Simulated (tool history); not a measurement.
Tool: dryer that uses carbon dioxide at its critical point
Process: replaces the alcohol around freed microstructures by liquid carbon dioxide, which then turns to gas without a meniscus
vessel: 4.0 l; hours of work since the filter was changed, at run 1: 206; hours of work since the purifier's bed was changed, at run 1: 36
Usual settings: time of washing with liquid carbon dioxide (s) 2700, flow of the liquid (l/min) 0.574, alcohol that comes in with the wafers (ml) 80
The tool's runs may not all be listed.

run,day,time of washing with liquid carbon dioxide (s),flow of the liquid (l/min),alcohol that comes in with the wafers (ml),hours of work since the filter was changed,hours of work since the purifier's bed was changed,alcohol left in the vessel before it's heated (ppm by volume)
1,0.000,2700,0.574,80,206,36,227
2,0.383,2700,0.574,80,210,40,225
3,0.617,2700,0.574,80,213,42,229
4,0.904,2700,0.574,80,216,45,232
5,1.329,2700,0.574,80,221,50,246
6,1.596,2700,0.574,80,223,53,233
7,1.971,2700,0.574,80,227,57,223
8,2.179,2700,0.574,80,230,59,238
9,2.462,2700,0.574,67,233,62,207
10,2.721,3720,0.574,80,235,65,50
11,3.012,3840,0.574,80,238,68,44
12,3.408,2700,0.574,80,243,72,251
13,3.896,2700,0.574,80,248,77,232
14,4.258,2700,0.656,80,252,81,128
15,4.700,2700,0.574,80,257,86,248
16,4.938,2700,0.574,80,259,88,264
17,5.225,2700,0.560,80,262,91,279
18,5.467,2700,0.560,80,265,94,285
19,5.767,3360,0.348,33,268,97,343
20,5.983,2700,0.835,22,270,100,18
21,6.458,2700,0.835,22,275,105,16
22,6.879,1800,0.501,72,280,109,1469
23,7.246,2700,0.505,81,284,113,454
24,7.642,2700,0.804,81,288,117,45
25,7.962,2700,0.900,81,291,121,29
26,8.421,2700,0.900,81,296,126,30
27,8.621,2940,0.443,89,298,128,619
28,8.925,1800,0.444,24,302,131,649
29,9.125,1800,0.444,24,304,133,657
30,9.496,2700,0.780,80,308,137,60
31,9.896,2700,0.769,31,312,141,32
32,10.325,3720,0.769,31,317,146,19

Forecast each of these 3 alternatives for the next run:
A,10.575,3840,0.574,52,319,149,?
B,10.575,3900,0.800,37,319,149,?
C,10.575,1800,0.407,31,319,149,?

run,alcohol left in the vessel before it's heated (ppm by volume)
A,40
B,10
C,1066
Without the tool's hidden state the same runs would have given:
run,alcohol left in the vessel before it's heated (ppm by volume)
A,19
B,1
C,862
